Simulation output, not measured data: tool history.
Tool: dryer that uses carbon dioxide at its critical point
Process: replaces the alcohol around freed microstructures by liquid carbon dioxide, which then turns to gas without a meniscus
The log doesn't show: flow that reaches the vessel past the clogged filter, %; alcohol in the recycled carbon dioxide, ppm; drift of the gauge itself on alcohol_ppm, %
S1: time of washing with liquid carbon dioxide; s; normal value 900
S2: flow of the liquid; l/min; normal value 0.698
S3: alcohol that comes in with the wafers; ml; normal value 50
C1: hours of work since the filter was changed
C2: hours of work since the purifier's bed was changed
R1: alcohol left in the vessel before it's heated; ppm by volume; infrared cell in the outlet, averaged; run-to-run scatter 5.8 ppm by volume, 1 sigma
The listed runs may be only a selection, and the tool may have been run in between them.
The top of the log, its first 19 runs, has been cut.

{"run": 20, "hour": 190.5, "S1": 960, "S2": 0.698, "S3": 50, "C1": 518, "C2": 223, "R1": 246}
{"run": 21, "hour": 201.4, "S1": 900, "S2": 0.698, "S3": 50, "C1": 524, "C2": 229, "R1": 322}
{"run": 22, "hour": 214.2, "S1": 900, "S2": 0.698, "S3": 50, "C1": 532, "C2": 236, "R1": 321}
{"run": 23, "hour": 222.7, "S1": 900, "S2": 0.698, "S3": 50, "C1": 537, "C2": 241, "R1": 320}
{"run": 24, "hour": 230.1, "S1": 900, "S2": 0.698, "S3": 50, "C1": 541, "C2": 246, "R1": 323}
{"run": 25, "hour": 235.7, "S1": 900, "S2": 0.698, "S3": 50, "C1": 544, "C2": 249, "R1": 332}
{"run": 26, "hour": 246.0, "S1": 1080, "S2": 1.01, "S3": 29, "C1": 550, "C2": 255, "R1": 66}
{"run": 27, "hour": 252.6, "S1": 1080, "S2": 1.01, "S3": 29, "C1": 554, "C2": 259, "R1": 64}
{"hour": 264.0, "done": "inlet filter changed"}
{"run": 28, "hour": 265.8, "S1": 1140, "S2": 0.978, "S3": 26, "C1": 1, "C2": 266, "R1": 62}
{"run": 29, "hour": 273.3, "S1": 1140, "S2": 0.978, "S3": 26, "C1": 5, "C2": 271, "R1": 65}
{"run": 30, "hour": 286.1, "S1": 1140, "S2": 0.978, "S3": 26, "C1": 13, "C2": 278, "R1": 68}
{"run": 31, "hour": 298.8, "S1": 1140, "S2": 0.978, "S3": 68, "C1": 20, "C2": 286, "R1": 64}
{"run": 32, "hour": 309.0, "S1": 900, "S2": 1.006, "S3": 50, "C1": 26, "C2": 292, "R1": 77}
{"run": 33, "hour": 320.6, "S1": 900, "S2": 1.006, "S3": 50, "C1": 33, "C2": 298, "R1": 95}
{"run": 34, "hour": 327.7, "S1": 960, "S2": 0.611, "S3": 104, "C1": 37, "C2": 303, "R1": 629}
{"run": 35, "hour": 335.5, "S1": 960, "S2": 0.611, "S3": 104, "C1": 42, "C2": 307, "R1": 639}
{"run": 36, "hour": 342.4, "S1": 960, "S2": 0.464, "S3": 104, "C1": 46, "C2": 311, "R1": 1879}
{"run": 37, "hour": 353.3, "S1": 960, "S2": 0.464, "S3": 104, "C1": 52, "C2": 318, "R1": 1858}

Estimate the outcome of run 38 from the log above:
{"run": 38, "hour": 358.6, "S1": 960, "S2": 0.464, "S3": 104, "C1": 56, "C2": 321, "R1": "?"}

{"run 38": {"R1": 1894}}
On a tool with no hidden condition, and with the same random variation, this run would have come out at R1 1769 ppm by volume.

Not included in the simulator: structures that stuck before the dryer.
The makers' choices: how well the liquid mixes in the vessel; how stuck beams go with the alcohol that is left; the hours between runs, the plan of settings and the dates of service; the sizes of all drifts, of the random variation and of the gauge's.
